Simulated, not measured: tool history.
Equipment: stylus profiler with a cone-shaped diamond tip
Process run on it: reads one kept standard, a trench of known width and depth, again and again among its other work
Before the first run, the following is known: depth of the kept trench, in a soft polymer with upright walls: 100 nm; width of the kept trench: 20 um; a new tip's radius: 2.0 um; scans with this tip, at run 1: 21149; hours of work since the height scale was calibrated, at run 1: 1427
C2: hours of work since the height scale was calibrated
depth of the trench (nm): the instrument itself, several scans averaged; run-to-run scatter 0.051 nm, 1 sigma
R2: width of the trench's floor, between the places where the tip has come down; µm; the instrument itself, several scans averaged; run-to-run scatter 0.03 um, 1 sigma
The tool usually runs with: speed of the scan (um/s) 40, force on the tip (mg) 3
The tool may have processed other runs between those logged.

run 1 day=0 | speed_of_the_scan_(um/s)=40 force_on_the_tip_(mg)=3 | scans_with_this_tip=21149 C2=1427 | depth_of_the_trench_(nm)=102.09 R2=18.18
run 2 day=1.533 | speed_of_the_scan_(um/s)=40 force_on_the_tip_(mg)=3 | scans_with_this_tip=21448 C2=1447 | depth_of_the_trench_(nm)=102.14 R2=18.25
run 3 day=3.058 | speed_of_the_scan_(um/s)=40 force_on_the_tip_(mg)=3 | scans_with_this_tip=21745 C2=1467 | depth_of_the_trench_(nm)=102.12 R2=18.19
run 4 day=4.383 | speed_of_the_scan_(um/s)=40 force_on_the_tip_(mg)=3 | scans_with_this_tip=22004 C2=1485 | depth_of_the_trench_(nm)=102.2 R2=18.23
run 5 day=6.125 | speed_of_the_scan_(um/s)=40 force_on_the_tip_(mg)=3 | scans_with_this_tip=22344 C2=1508 | depth_of_the_trench_(nm)=102.22 R2=18.18
run 6 day=8.471 | speed_of_the_scan_(um/s)=40 force_on_the_tip_(mg)=3 | scans_with_this_tip=22802 C2=1539 | depth_of_the_trench_(nm)=102.31 R2=18.12
run 7 day=9.771 | speed_of_the_scan_(um/s)=40 force_on_the_tip_(mg)=3 | scans_with_this_tip=23056 C2=1556 | depth_of_the_trench_(nm)=102.19 R2=18.21
run 8 day=11.4 | speed_of_the_scan_(um/s)=12 force_on_the_tip_(mg)=3 | scans_with_this_tip=23373 C2=1577 | depth_of_the_trench_(nm)=102.25 R2=18.28
run 9 day=12.671 | speed_of_the_scan_(um/s)=12 force_on_the_tip_(mg)=3 | scans_with_this_tip=23622 C2=1594 | depth_of_the_trench_(nm)=102.17 R2=18.27
run 10 day=14.262 | speed_of_the_scan_(um/s)=12 force_on_the_tip_(mg)=3 | scans_with_this_tip=23932 C2=1615 | depth_of_the_trench_(nm)=102.1 R2=18.26
run 11 day=16.725 | speed_of_the_scan_(um/s)=12 force_on_the_tip_(mg)=3 | scans_with_this_tip=24413 C2=1647 | depth_of_the_trench_(nm)=102.18 R2=18.29
run 12 day=18.8 | speed_of_the_scan_(um/s)=12 force_on_the_tip_(mg)=3 | scans_with_this_tip=24818 C2=1675 | depth_of_the_trench_(nm)=102.29 R2=18.25
run 13 day=20.846 | speed_of_the_scan_(um/s)=28 force_on_the_tip_(mg)=3 | scans_with_this_tip=25218 C2=1702 | depth_of_the_trench_(nm)=102.18 R2=18.23
run 14 day=22.625 | speed_of_the_scan_(um/s)=28 force_on_the_tip_(mg)=3 | scans_with_this_tip=25565 C2=1725 | depth_of_the_trench_(nm)=102.31 R2=18.21
run 15 day=24.796 | speed_of_the_scan_(um/s)=40 force_on_the_tip_(mg)=1.43 | scans_with_this_tip=25988 C2=1754 | depth_of_the_trench_(nm)=101.61 R2=18.11
run 16 day=26.692 | speed_of_the_scan_(um/s)=40 force_on_the_tip_(mg)=1.43 | scans_with_this_tip=26359 C2=1779 | depth_of_the_trench_(nm)=101.67 R2=18.06
run 17 day=27.717 | speed_of_the_scan_(um/s)=40 force_on_the_tip_(mg)=2.08 | scans_with_this_tip=26558 C2=1792 | depth_of_the_trench_(nm)=101.9 R2=18.11
-- day=28.858 new tip fitted, height scale calibrated
run 18 day=29.446 | speed_of_the_scan_(um/s)=40 force_on_the_tip_(mg)=1.64 | scans_with_this_tip=115 C2=8 | depth_of_the_trench_(nm)=101.14 R2=18.66
run 19 day=31.575 | speed_of_the_scan_(um/s)=40 force_on_the_tip_(mg)=1.64 | scans_with_this_tip=531 C2=36 | depth_of_the_trench_(nm)=101.05 R2=18.6
run 20 day=33.458 | speed_of_the_scan_(um/s)=40 force_on_the_tip_(mg)=3 | scans_with_this_tip=898 C2=61 | depth_of_the_trench_(nm)=101.66 R2=18.68
run 21 day=34.65 | speed_of_the_scan_(um/s)=40 force_on_the_tip_(mg)=3 | scans_with_this_tip=1130 C2=76 | depth_of_the_trench_(nm)=101.66 R2=18.62
run 22 day=36.092 | speed_of_the_scan_(um/s)=40 force_on_the_tip_(mg)=2.43 | scans_with_this_tip=1412 C2=95 | depth_of_the_trench_(nm)=101.4 R2=18.58
run 23 day=38.338 | speed_of_the_scan_(um/s)=40 force_on_the_tip_(mg)=3 | scans_with_this_tip=1851 C2=125 | depth_of_the_trench_(nm)=101.66 R2=18.61
run 24 day=40.112 | speed_of_the_scan_(um/s)=40 force_on_the_tip_(mg)=3 | scans_with_this_tip=2197 C2=148 | depth_of_the_trench_(nm)=101.66 R2=18.58
run 25 day=41.546 | speed_of_the_scan_(um/s)=96 force_on_the_tip_(mg)=4.32 | scans_with_this_tip=2477 C2=167 | depth_of_the_trench_(nm)=102.14 R2=18.48
run 26 day=43.792 | speed_of_the_scan_(um/s)=81 force_on_the_tip_(mg)=3.34 | scans_with_this_tip=2915 C2=197 | depth_of_the_trench_(nm)=101.78 R2=18.45
run 27 day=45.596 | speed_of_the_scan_(um/s)=30 force_on_the_tip_(mg)=5.78 | scans_with_this_tip=3267 C2=220 | depth_of_the_trench_(nm)=102.61 R2=18.68
run 28 day=47.962 | speed_of_the_scan_(um/s)=45 force_on_the_tip_(mg)=1.83 | scans_with_this_tip=3729 C2=252 | depth_of_the_trench_(nm)=101.12 R2=18.48
run 29 day=50.012 | speed_of_the_scan_(um/s)=33 force_on_the_tip_(mg)=7.35 | scans_with_this_tip=4129 C2=279 | depth_of_the_trench_(nm)=103.05 R2=18.6
run 30 day=52.133 | speed_of_the_scan_(um/s)=106 force_on_the_tip_(mg)=2.43 | scans_with_this_tip=4543 C2=307 | depth_of_the_trench_(nm)=101.53 R2=18.31
run 31 day=54.154 | speed_of_the_scan_(um/s)=106 force_on_the_tip_(mg)=2.43 | scans_with_this_tip=4938 C2=333 | depth_of_the_trench_(nm)=101.47 R2=18.31
run 32 day=55.842 | speed_of_the_scan_(um/s)=10 force_on_the_tip_(mg)=6.23 | scans_with_this_tip=5267 C2=355 | depth_of_the_trench_(nm)=102.66 R2=18.63
run 33 day=57.833 | speed_of_the_scan_(um/s)=20 force_on_the_tip_(mg)=7.39 | scans_with_this_tip=5656 C2=382 | depth_of_the_trench_(nm)=103.11 R2=18.64
run 34 day=60.296 | speed_of_the_scan_(um/s)=12 force_on_the_tip_(mg)=5.75 | scans_with_this_tip=6136 C2=414 | depth_of_the_trench_(nm)=102.62 R2=18.59
run 35 day=62.35 | speed_of_the_scan_(um/s)=12 force_on_the_tip_(mg)=2.22 | scans_with_this_tip=6537 C2=441 | depth_of_the_trench_(nm)=101.42 R2=18.63
run 36 day=64.517 | speed_of_the_scan_(um/s)=11 force_on_the_tip_(mg)=1.42 | scans_with_this_tip=6960 C2=470 | depth_of_the_trench_(nm)=101.19 R2=18.56
run 37 day=65.558 | speed_of_the_scan_(um/s)=127 force_on_the_tip_(mg)=5.28 | scans_with_this_tip=7164 C2=483 | depth_of_the_trench_(nm)=102.52 R2=18.32
run 38 day=67.004 | speed_of_the_scan_(um/s)=127 force_on_the_tip_(mg)=5.28 | scans_with_this_tip=7446 C2=502 | depth_of_the_trench_(nm)=102.53 R2=18.29
run 39 day=68.817 | speed_of_the_scan_(um/s)=155 force_on_the_tip_(mg)=5.54 | scans_with_this_tip=7800 C2=526 | depth_of_the_trench_(nm)=102.68 R2=18.2
run 40 day=70.946 | speed_of_the_scan_(um/s)=17 force_on_the_tip_(mg)=1.23 | scans_with_this_tip=8215 C2=554 | depth_of_the_trench_(nm)=101.07 R2=18.52
run 41 day=72.725 | speed_of_the_scan_(um/s)=27 force_on_the_tip_(mg)=5.35 | scans_with_this_tip=8563 C2=578 | depth_of_the_trench_(nm)=102.57 R2=18.53
run 42 day=73.725 | speed_of_the_scan_(um/s)=34 force_on_the_tip_(mg)=2.27 | scans_with_this_tip=8758 C2=591 | depth_of_the_trench_(nm)=101.54 R2=18.46
run 43 day=76.096 | speed_of_the_scan_(um/s)=34 force_on_the_tip_(mg)=2.27 | scans_with_this_tip=9221 C2=622 | depth_of_the_trench_(nm)=101.47 R2=18.46
run 44 day=77.104 | speed_of_the_scan_(um/s)=64 force_on_the_tip_(mg)=1.23 | scans_with_this_tip=9418 C2=636 | depth_of_the_trench_(nm)=101.1 R2=18.23
run 45 day=78.95 | speed_of_the_scan_(um/s)=146 force_on_the_tip_(mg)=2.4 | scans_with_this_tip=9778 C2=660 | depth_of_the_trench_(nm)=101.55 R2=18.07
run 46 day=80.725 | speed_of_the_scan_(um/s)=81 force_on_the_tip_(mg)=4.18 | scans_with_this_tip=10124 C2=683 | depth_of_the_trench_(nm)=102.25 R2=18.3

Here are 4 independent what-if runs from the current tool condition. What would each one return?
run A day=82 | speed_of_the_scan_(um/s)=35 force_on_the_tip_(mg)=1.65 | scans_with_this_tip=10373 C2=700 | depth_of_the_trench_(nm)=? R2=?
run B day=82 | speed_of_the_scan_(um/s)=89 force_on_the_tip_(mg)=3 | scans_with_this_tip=10373 C2=700 | depth_of_the_trench_(nm)=? R2=?
run C day=82 | speed_of_the_scan_(um/s)=14 force_on_the_tip_(mg)=1.01 | scans_with_this_tip=10373 C2=700 | depth_of_the_trench_(nm)=? R2=?
run D day=82 | speed_of_the_scan_(um/s)=48 force_on_the_tip_(mg)=2.67 | scans_with_this_tip=10373 C2=700 | depth_of_the_trench_(nm)=? R2=?

run=A depth_of_the_trench_(nm)=101.34 R2=18.42
run=B depth_of_the_trench_(nm)=101.86 R2=18.29
run=C depth_of_the_trench_(nm)=100.99 R2=18.47
run=D depth_of_the_trench_(nm)=101.73 R2=18.37
What these runs would have given with no unlogged condition in the tool:
run=A depth_of_the_trench_(nm)=101.08 R2=18.61
run=B depth_of_the_trench_(nm)=101.59 R2=18.48
run=C depth_of_the_trench_(nm)=100.73 R2=18.66
run=D depth_of_the_trench_(nm)=101.46 R2=18.56
